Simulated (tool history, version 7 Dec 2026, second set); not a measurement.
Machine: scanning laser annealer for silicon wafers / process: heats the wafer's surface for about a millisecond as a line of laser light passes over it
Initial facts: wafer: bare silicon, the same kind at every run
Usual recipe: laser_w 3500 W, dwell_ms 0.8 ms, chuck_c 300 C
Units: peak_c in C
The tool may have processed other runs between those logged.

run	hour	laser_w	dwell_ms	chuck_c	peak_c
1	0	3500	0.8	300	1040
2	69.7	3500	0.693	300	990
3	150.3	3500	0.693	300	990
4	192.2	3500	0.731	300	1006
5	245	3389	0.731	300	974
6	303.7	3389	0.731	300	971
7	383.8	3389	0.731	300	970
8	430.8	3044	0.8	300	910
9	488.8	3044	0.596	300	833
10	566.7	3044	0.596	300	827
11	618.6	3500	0.8	300	1021
12	660.3	3500	0.8	300	1019
13	711.7	3500	0.8	304	1024
14	769.8	3500	0.8	300	1014
15	836.8	3500	0.8	300	1013
16	879.4	3500	0.8	300	1011
17	915.7	3500	0.8	300	1010
# hour 942: optics aligned, line set to its width
18	981	3500	0.8	300	997
19	1047.3	3500	0.8	300	992
20	1105.7	3500	0.8	300	991
# hour 1128.8: window over the wafer cleaned
21	1177.6	3500	0.8	276	994
22	1227.5	3500	0.8	276	987
23	1276.2	3500	0.8	276	989
24	1334.6	3103	0.727	310	891
# hour 1398.8: optics aligned, line set to its width, once more
25	1398.8	3704	0.65	281	1015
26	1454.6	3704	0.589	333	1029
27	1511.8	3727	0.618	311	1032
28	1554.3	3459	0.761	324	1044
29	1636.6	3459	0.761	324	1042
30	1684.8	3480	0.589	294	933
31	1727.6	3480	0.589	294	932
32	1765.5	3480	0.589	294	929
33	1813.7	3480	0.589	294	930
34	1869.4	3480	0.589	294	926
35	1906.1	3312	0.898	337	1055
36	1974.4	3500	0.8	313	1044
37	2019.4	3462	0.581	291	914
38	2060	3462	0.581	291	912
39	2097.7	3665	0.791	291	1059
40	2140.4	3665	0.791	291	1059

Pick out some run-to-run changes in peak_c. Of each, how much would a tool without hidden state show as well, from the settings, what came in and chance, and how much is left for the hidden state and any gauge scatter not in both results compared?
Hidden state at play: light that passes the window, % of a clean one's; laser's true power over the reading, %; width of the line over the set one, %; drift of the gauge itself on peak_c, C.
Run 10 -> 11: laser_w 3044 -> 3500, dwell_ms 0.596 -> 0.8. peak_c +194 C: hidden state -15, all else +209.
Run 20 -> 21: chuck_c 300 -> 276, window over the wafer cleaned. peak_c +3 C: hidden state +23, all else -20.
Run 24 -> 25: laser_w 3103 -> 3704, dwell_ms 0.727 -> 0.65, chuck_c 310 -> 281, optics aligned, line set to its width, once more. peak_c +124 C: hidden state +32, all else +92.
Run 36 -> 37: laser_w 3500 -> 3462, dwell_ms 0.8 -> 0.581, chuck_c 313 -> 291. peak_c -130 C: hidden state +4, all else -134.
Run 38 -> 39: laser_w 3462 -> 3665, dwell_ms 0.581 -> 0.791. peak_c +147 C: hidden state -10, all else +157.
